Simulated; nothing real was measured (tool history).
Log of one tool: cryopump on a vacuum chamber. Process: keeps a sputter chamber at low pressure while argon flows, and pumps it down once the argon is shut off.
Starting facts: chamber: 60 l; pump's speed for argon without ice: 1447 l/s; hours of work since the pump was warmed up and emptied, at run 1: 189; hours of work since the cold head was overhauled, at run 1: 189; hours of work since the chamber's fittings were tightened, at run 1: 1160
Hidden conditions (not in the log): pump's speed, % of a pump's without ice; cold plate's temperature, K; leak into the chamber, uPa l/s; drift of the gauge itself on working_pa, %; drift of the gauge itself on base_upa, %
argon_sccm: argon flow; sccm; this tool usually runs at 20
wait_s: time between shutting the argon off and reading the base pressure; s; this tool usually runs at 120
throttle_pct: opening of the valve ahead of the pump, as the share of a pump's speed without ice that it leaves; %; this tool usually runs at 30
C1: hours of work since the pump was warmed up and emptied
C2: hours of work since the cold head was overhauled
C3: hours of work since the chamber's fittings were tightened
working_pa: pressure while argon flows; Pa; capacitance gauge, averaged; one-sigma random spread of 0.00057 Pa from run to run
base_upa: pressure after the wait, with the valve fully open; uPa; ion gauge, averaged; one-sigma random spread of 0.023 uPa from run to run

{"run": 1, "hour": 0.0, "argon_sccm": 20, "wait_s": 120, "throttle_pct": 30, "C1": 189, "C2": 189, "C3": 1160, "working_pa": 0.079, "base_upa": 1.52}
{"run": 2, "hour": 10.4, "argon_sccm": 20, "wait_s": 117, "throttle_pct": 30, "C1": 194, "C2": 194, "C3": 1166, "working_pa": 0.0799, "base_upa": 1.56}
{"run": 3, "hour": 19.6, "argon_sccm": 20, "wait_s": 117, "throttle_pct": 30, "C1": 199, "C2": 199, "C3": 1170, "working_pa": 0.0787, "base_upa": 1.55}
{"run": 4, "hour": 28.0, "argon_sccm": 20, "wait_s": 90, "throttle_pct": 30, "C1": 203, "C2": 203, "C3": 1174, "working_pa": 0.0804, "base_upa": 1.75}
{"run": 5, "hour": 35.6, "argon_sccm": 20, "wait_s": 120, "throttle_pct": 30, "C1": 207, "C2": 207, "C3": 1178, "working_pa": 0.0809, "base_upa": 1.57}
{"run": 6, "hour": 49.4, "argon_sccm": 9, "wait_s": 120, "throttle_pct": 30, "C1": 214, "C2": 214, "C3": 1185, "working_pa": 0.0365, "base_upa": 1.62}
{"run": 7, "hour": 61.7, "argon_sccm": 9, "wait_s": 120, "throttle_pct": 26, "C1": 220, "C2": 220, "C3": 1191, "working_pa": 0.0409, "base_upa": 1.57}
{"run": 8, "hour": 71.9, "argon_sccm": 9, "wait_s": 120, "throttle_pct": 26, "C1": 225, "C2": 225, "C3": 1196, "working_pa": 0.0418, "base_upa": 1.52}
{"run": 9, "hour": 85.1, "argon_sccm": 9, "wait_s": 231, "throttle_pct": 26, "C1": 231, "C2": 231, "C3": 1203, "working_pa": 0.0417, "base_upa": 1.29}
{"run": 10, "hour": 98.1, "argon_sccm": 9, "wait_s": 231, "throttle_pct": 26, "C1": 238, "C2": 238, "C3": 1210, "working_pa": 0.0424, "base_upa": 1.32}
{"run": 11, "hour": 113.4, "argon_sccm": 9, "wait_s": 231, "throttle_pct": 26, "C1": 246, "C2": 246, "C3": 1217, "working_pa": 0.0398, "base_upa": 1.26}
{"run": 12, "hour": 120.3, "argon_sccm": 16, "wait_s": 20, "throttle_pct": 35, "C1": 249, "C2": 249, "C3": 1221, "working_pa": 0.0551, "base_upa": 4.66}
{"run": 13, "hour": 134.7, "argon_sccm": 16, "wait_s": 20, "throttle_pct": 35, "C1": 256, "C2": 256, "C3": 1228, "working_pa": 0.0549, "base_upa": 4.65}
{"run": 14, "hour": 142.1, "argon_sccm": 15, "wait_s": 225, "throttle_pct": 35, "C1": 260, "C2": 260, "C3": 1232, "working_pa": 0.0522, "base_upa": 1.32}
{"run": 15, "hour": 157.1, "argon_sccm": 9, "wait_s": 124, "throttle_pct": 57, "C1": 268, "C2": 268, "C3": 1239, "working_pa": 0.0194, "base_upa": 1.6}
{"run": 16, "hour": 170.4, "argon_sccm": 23, "wait_s": 61, "throttle_pct": 15, "C1": 274, "C2": 274, "C3": 1246, "working_pa": 0.1823, "base_upa": 2.17}
{"run": 17, "hour": 179.4, "argon_sccm": 8, "wait_s": 26, "throttle_pct": 30, "C1": 279, "C2": 279, "C3": 1250, "working_pa": 0.0318, "base_upa": 3.86}
{"run": 18, "hour": 192.2, "argon_sccm": 16, "wait_s": 57, "throttle_pct": 53, "C1": 285, "C2": 285, "C3": 1257, "working_pa": 0.0374, "base_upa": 2.3}
{"run": 19, "hour": 203.3, "argon_sccm": 16, "wait_s": 57, "throttle_pct": 53, "C1": 291, "C2": 291, "C3": 1262, "working_pa": 0.037, "base_upa": 2.24}
{"run": 20, "hour": 214.4, "argon_sccm": 20, "wait_s": 39, "throttle_pct": 23, "C1": 296, "C2": 296, "C3": 1268, "working_pa": 0.1034, "base_upa": 2.9}
{"run": 21, "hour": 222.9, "argon_sccm": 20, "wait_s": 39, "throttle_pct": 23, "C1": 300, "C2": 300, "C3": 1272, "working_pa": 0.1039, "base_upa": 2.87}
{"run": 22, "hour": 236.3, "argon_sccm": 20, "wait_s": 39, "throttle_pct": 23, "C1": 307, "C2": 307, "C3": 1279, "working_pa": 0.1042, "base_upa": 2.88}

Alternative continuations, all from the tool just after run 22; predict every row:
{"run": "A", "hour": 243.2, "argon_sccm": 20, "wait_s": 52, "throttle_pct": 30, "C1": 311, "C2": 311, "C3": 1282, "working_pa": "?", "base_upa": "?"}
{"run": "B", "hour": 243.2, "argon_sccm": 31, "wait_s": 56, "throttle_pct": 26, "C1": 311, "C2": 311, "C3": 1282, "working_pa": "?", "base_upa": "?"}
{"run": "C", "hour": 243.2, "argon_sccm": 16, "wait_s": 254, "throttle_pct": 29, "C1": 311, "C2": 311, "C3": 1282, "working_pa": "?", "base_upa": "?"}

run=A working_pa=0.0797 base_upa=2.43
run=B working_pa=0.1438 base_upa=2.29
run=C working_pa=0.0667 base_upa=1.32
Without the tool's unlogged condition, the same runs would have read:
run=A working_pa=0.077 base_upa=1.59
run=B working_pa=0.1396 base_upa=1.48
run=C working_pa=0.0645 base_upa=0.51

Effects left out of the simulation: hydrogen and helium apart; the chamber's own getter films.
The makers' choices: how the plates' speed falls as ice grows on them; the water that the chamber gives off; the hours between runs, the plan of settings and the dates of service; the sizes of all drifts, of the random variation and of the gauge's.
